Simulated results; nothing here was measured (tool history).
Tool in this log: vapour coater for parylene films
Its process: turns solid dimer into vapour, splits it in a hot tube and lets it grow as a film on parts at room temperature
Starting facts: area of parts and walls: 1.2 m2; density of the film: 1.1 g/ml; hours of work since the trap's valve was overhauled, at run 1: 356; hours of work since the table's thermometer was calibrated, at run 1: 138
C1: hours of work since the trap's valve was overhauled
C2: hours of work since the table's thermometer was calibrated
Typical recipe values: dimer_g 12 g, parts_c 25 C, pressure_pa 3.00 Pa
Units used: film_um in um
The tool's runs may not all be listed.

{"run": 1, "hour": 0.0, "dimer_g": 12, "parts_c": 25, "pressure_pa": 3.0, "C1": 356, "C2": 138, "film_um": 6.25}
{"run": 2, "hour": 25.0, "dimer_g": 12, "parts_c": 31, "pressure_pa": 3.0, "C1": 377, "C2": 160, "film_um": 4.78}
{"run": 3, "hour": 49.6, "dimer_g": 12, "parts_c": 31, "pressure_pa": 3.0, "C1": 399, "C2": 182, "film_um": 4.76}
{"run": 4, "hour": 68.0, "dimer_g": 12, "parts_c": 31, "pressure_pa": 3.0, "C1": 415, "C2": 198, "film_um": 4.76}
{"run": 5, "hour": 82.2, "dimer_g": 12, "parts_c": 31, "pressure_pa": 3.0, "C1": 427, "C2": 210, "film_um": 4.74}
{"run": 6, "hour": 101.8, "dimer_g": 12, "parts_c": 31, "pressure_pa": 3.0, "C1": 444, "C2": 227, "film_um": 4.73}
{"run": 7, "hour": 119.8, "dimer_g": 12, "parts_c": 31, "pressure_pa": 3.0, "C1": 460, "C2": 243, "film_um": 4.72}
{"run": 8, "hour": 134.5, "dimer_g": 12, "parts_c": 31, "pressure_pa": 3.0, "C1": 473, "C2": 255, "film_um": 4.69}
{"run": 9, "hour": 155.3, "dimer_g": 12, "parts_c": 31, "pressure_pa": 3.0, "C1": 491, "C2": 273, "film_um": 4.72}
{"run": 10, "hour": 175.5, "dimer_g": 12, "parts_c": 24, "pressure_pa": 3.0, "C1": 508, "C2": 291, "film_um": 6.45}
{"run": 11, "hour": 191.8, "dimer_g": 8, "parts_c": 17, "pressure_pa": 3.0, "C1": 522, "C2": 305, "film_um": 5.5}
{"hour": 216.8, "done": "trap's valve overhauled"}
{"run": 12, "hour": 221.8, "dimer_g": 6, "parts_c": 35, "pressure_pa": 3.0, "C1": 4, "C2": 328, "film_um": 2.11}
{"run": 13, "hour": 235.1, "dimer_g": 7, "parts_c": 35, "pressure_pa": 4.04, "C1": 16, "C2": 339, "film_um": 2.32}
{"run": 14, "hour": 261.3, "dimer_g": 5, "parts_c": 33, "pressure_pa": 7.85, "C1": 39, "C2": 362, "film_um": 1.59}
{"run": 15, "hour": 276.6, "dimer_g": 5, "parts_c": 33, "pressure_pa": 7.85, "C1": 52, "C2": 376, "film_um": 1.6}
{"run": 16, "hour": 300.9, "dimer_g": 5, "parts_c": 33, "pressure_pa": 7.85, "C1": 73, "C2": 397, "film_um": 1.58}
{"run": 17, "hour": 319.8, "dimer_g": 5, "parts_c": 33, "pressure_pa": 7.85, "C1": 90, "C2": 413, "film_um": 1.59}
{"run": 18, "hour": 339.1, "dimer_g": 8, "parts_c": 32, "pressure_pa": 4.3, "C1": 106, "C2": 430, "film_um": 2.95}
{"run": 19, "hour": 364.3, "dimer_g": 8, "parts_c": 32, "pressure_pa": 4.3, "C1": 128, "C2": 452, "film_um": 2.97}

Some steps in film_um between neighbouring runs. How much of each would the tool show without its hidden state too (settings, what came in, random variation), and how much is left for the hidden state, with any gauge scatter that isn't in both results?
Hidden state present: vapour lost through the trap's worn valve, %; true temperature of the parts over the reading, C; drift of the gauge itself on film_um, %.
Run 11 -> 12: dimer_g 8 -> 6, parts_c 17 -> 35, trap's valve overhauled. film_um -3.39 um: hidden state +0.44, all else -3.83.

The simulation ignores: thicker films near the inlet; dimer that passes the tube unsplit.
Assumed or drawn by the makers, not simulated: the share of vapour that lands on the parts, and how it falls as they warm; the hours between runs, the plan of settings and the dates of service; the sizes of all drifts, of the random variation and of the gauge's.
